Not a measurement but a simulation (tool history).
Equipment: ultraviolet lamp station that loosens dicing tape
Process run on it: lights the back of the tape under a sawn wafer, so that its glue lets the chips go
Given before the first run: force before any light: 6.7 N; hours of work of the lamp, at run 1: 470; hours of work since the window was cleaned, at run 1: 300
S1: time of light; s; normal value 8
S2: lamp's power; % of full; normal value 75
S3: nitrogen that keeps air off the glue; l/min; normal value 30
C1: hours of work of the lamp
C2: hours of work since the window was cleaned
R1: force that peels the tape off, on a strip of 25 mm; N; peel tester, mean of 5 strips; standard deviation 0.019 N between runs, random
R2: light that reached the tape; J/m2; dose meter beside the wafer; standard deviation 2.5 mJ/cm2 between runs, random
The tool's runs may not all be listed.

{"run": 1, "hour": 0.0, "S1": 8, "S2": 75, "S3": 30, "C1": 470, "C2": 300, "R1": 0.933, "R2": 2860}
{"run": 2, "hour": 23.0, "S1": 8, "S2": 75, "S3": 30, "C1": 483, "C2": 312, "R1": 0.895, "R2": 2850}
{"run": 3, "hour": 40.1, "S1": 8, "S2": 75, "S3": 30, "C1": 492, "C2": 321, "R1": 0.941, "R2": 2860}
{"run": 4, "hour": 59.0, "S1": 8, "S2": 75, "S3": 30, "C1": 502, "C2": 331, "R1": 0.933, "R2": 2860}
{"run": 5, "hour": 72.4, "S1": 8, "S2": 75, "S3": 30, "C1": 509, "C2": 338, "R1": 0.913, "R2": 2850}
{"run": 6, "hour": 89.2, "S1": 8, "S2": 75, "S3": 30, "C1": 518, "C2": 347, "R1": 0.951, "R2": 2850}
{"run": 7, "hour": 100.1, "S1": 8, "S2": 75, "S3": 30, "C1": 524, "C2": 353, "R1": 0.904, "R2": 2860}
{"run": 8, "hour": 123.0, "S1": 8, "S2": 75, "S3": 30, "C1": 536, "C2": 365, "R1": 0.934, "R2": 2890}
{"run": 9, "hour": 139.7, "S1": 8, "S2": 75, "S3": 30, "C1": 545, "C2": 374, "R1": 0.918, "R2": 2840}
{"run": 10, "hour": 160.9, "S1": 8, "S2": 75, "S3": 30, "C1": 556, "C2": 385, "R1": 0.925, "R2": 2870}
{"run": 11, "hour": 177.9, "S1": 8, "S2": 75, "S3": 30, "C1": 565, "C2": 394, "R1": 0.943, "R2": 2830}
{"run": 12, "hour": 195.7, "S1": 8, "S2": 75, "S3": 30, "C1": 574, "C2": 404, "R1": 0.937, "R2": 2870}
{"run": 13, "hour": 217.7, "S1": 5, "S2": 75, "S3": 30, "C1": 586, "C2": 415, "R1": 1.825, "R2": 1760}
{"run": 14, "hour": 234.0, "S1": 5, "S2": 75, "S3": 30, "C1": 595, "C2": 424, "R1": 1.855, "R2": 1790}
{"run": 15, "hour": 255.6, "S1": 8, "S2": 75, "S3": 30, "C1": 606, "C2": 435, "R1": 0.895, "R2": 2860}
{"run": 16, "hour": 272.6, "S1": 8, "S2": 75, "S3": 30, "C1": 615, "C2": 444, "R1": 0.922, "R2": 2850}
{"run": 17, "hour": 287.9, "S1": 10, "S2": 75, "S3": 30, "C1": 623, "C2": 453, "R1": 0.614, "R2": 3570}
{"run": 18, "hour": 305.5, "S1": 15, "S2": 75, "S3": 30, "C1": 633, "C2": 462, "R1": 0.34, "R2": 5370}
{"run": 19, "hour": 320.8, "S1": 15, "S2": 75, "S3": 30, "C1": 641, "C2": 470, "R1": 0.34, "R2": 5320}
{"run": 20, "hour": 332.4, "S1": 12, "S2": 75, "S3": 30, "C1": 647, "C2": 476, "R1": 0.46, "R2": 4250}
{"run": 21, "hour": 353.4, "S1": 12, "S2": 75, "S3": 30, "C1": 658, "C2": 487, "R1": 0.468, "R2": 4260}
{"run": 22, "hour": 368.0, "S1": 12, "S2": 75, "S3": 30, "C1": 666, "C2": 495, "R1": 0.46, "R2": 4270}
{"run": 23, "hour": 387.8, "S1": 8, "S2": 75, "S3": 47, "C1": 676, "C2": 506, "R1": 0.819, "R2": 2860}
{"run": 24, "hour": 410.3, "S1": 7, "S2": 87, "S3": 47, "C1": 688, "C2": 518, "R1": 0.828, "R2": 2940}
{"run": 25, "hour": 428.2, "S1": 7, "S2": 87, "S3": 47, "C1": 698, "C2": 527, "R1": 0.808, "R2": 2880}
{"run": 26, "hour": 446.7, "S1": 10, "S2": 99, "S3": 15, "C1": 708, "C2": 537, "R1": 0.502, "R2": 4720}
{"run": 27, "hour": 456.3, "S1": 8, "S2": 80, "S3": 26, "C1": 713, "C2": 542, "R1": 0.891, "R2": 3040}
{"run": 28, "hour": 466.4, "S1": 8, "S2": 85, "S3": 37, "C1": 718, "C2": 547, "R1": 0.693, "R2": 3250}
{"run": 29, "hour": 489.2, "S1": 5, "S2": 80, "S3": 17, "C1": 730, "C2": 559, "R1": 1.952, "R2": 1920}
{"run": 30, "hour": 505.1, "S1": 11, "S2": 80, "S3": 12, "C1": 739, "C2": 568, "R1": 0.673, "R2": 4160}
{"run": 31, "hour": 522.4, "S1": 11, "S2": 63, "S3": 28, "C1": 748, "C2": 577, "R1": 0.737, "R2": 3300}
{"hour": 527.0, "done": "window cleaned of glue's vapour"}
{"run": 32, "hour": 539.0, "S1": 11, "S2": 70, "S3": 31, "C1": 757, "C2": 6, "R1": 0.626, "R2": 3640}
{"run": 33, "hour": 561.1, "S1": 9, "S2": 61, "S3": 47, "C1": 768, "C2": 18, "R1": 0.919, "R2": 2570}
{"run": 34, "hour": 578.9, "S1": 4, "S2": 61, "S3": 40, "C1": 778, "C2": 28, "R1": 2.658, "R2": 1150}
{"run": 35, "hour": 600.9, "S1": 8, "S2": 65, "S3": 52, "C1": 789, "C2": 39, "R1": 1.009, "R2": 2480}
{"run": 36, "hour": 618.1, "S1": 8, "S2": 65, "S3": 52, "C1": 799, "C2": 48, "R1": 1.024, "R2": 2500}
{"run": 37, "hour": 637.0, "S1": 12, "S2": 65, "S3": 52, "C1": 809, "C2": 58, "R1": 0.509, "R2": 3690}
{"run": 38, "hour": 652.1, "S1": 5, "S2": 65, "S3": 32, "C1": 817, "C2": 66, "R1": 2.077, "R2": 1560}
{"run": 39, "hour": 665.2, "S1": 7, "S2": 75, "S3": 21, "C1": 824, "C2": 73, "R1": 1.229, "R2": 2510}
{"run": 40, "hour": 684.6, "S1": 8, "S2": 79, "S3": 30, "C1": 834, "C2": 84, "R1": 0.854, "R2": 2960}
{"run": 41, "hour": 702.1, "S1": 12, "S2": 64, "S3": 30, "C1": 843, "C2": 93, "R1": 0.605, "R2": 3670}
{"run": 42, "hour": 713.7, "S1": 14, "S2": 74, "S3": 30, "C1": 849, "C2": 99, "R1": 0.375, "R2": 4940}

Forecast each of these 4 alternatives for the next run:
{"run": "A", "hour": 724.9, "S1": 8, "S2": 75, "S3": 10, "C1": 855, "C2": 105, "R1": "?", "R2": "?"}
{"run": "B", "hour": 724.9, "S1": 8, "S2": 75, "S3": 22, "C1": 855, "C2": 105, "R1": "?", "R2": "?"}
{"run": "C", "hour": 724.9, "S1": 10, "S2": 89, "S3": 33, "C1": 855, "C2": 105, "R1": "?", "R2": "?"}
{"run": "D", "hour": 724.9, "S1": 15, "S2": 75, "S3": 30, "C1": 855, "C2": 105, "R1": "?", "R2": "?"}

run=A R1=1.31 R2=2790
run=B R1=1.003 R2=2860
run=C R1=0.491 R2=4260
run=D R1=0.345 R2=5360
Had the tool no hidden state, the same runs would have come out as:
run=A R1=1.304 R2=2800
run=B R1=0.997 R2=2870
run=C R1=0.489 R2=4280
run=D R1=0.344 R2=5380
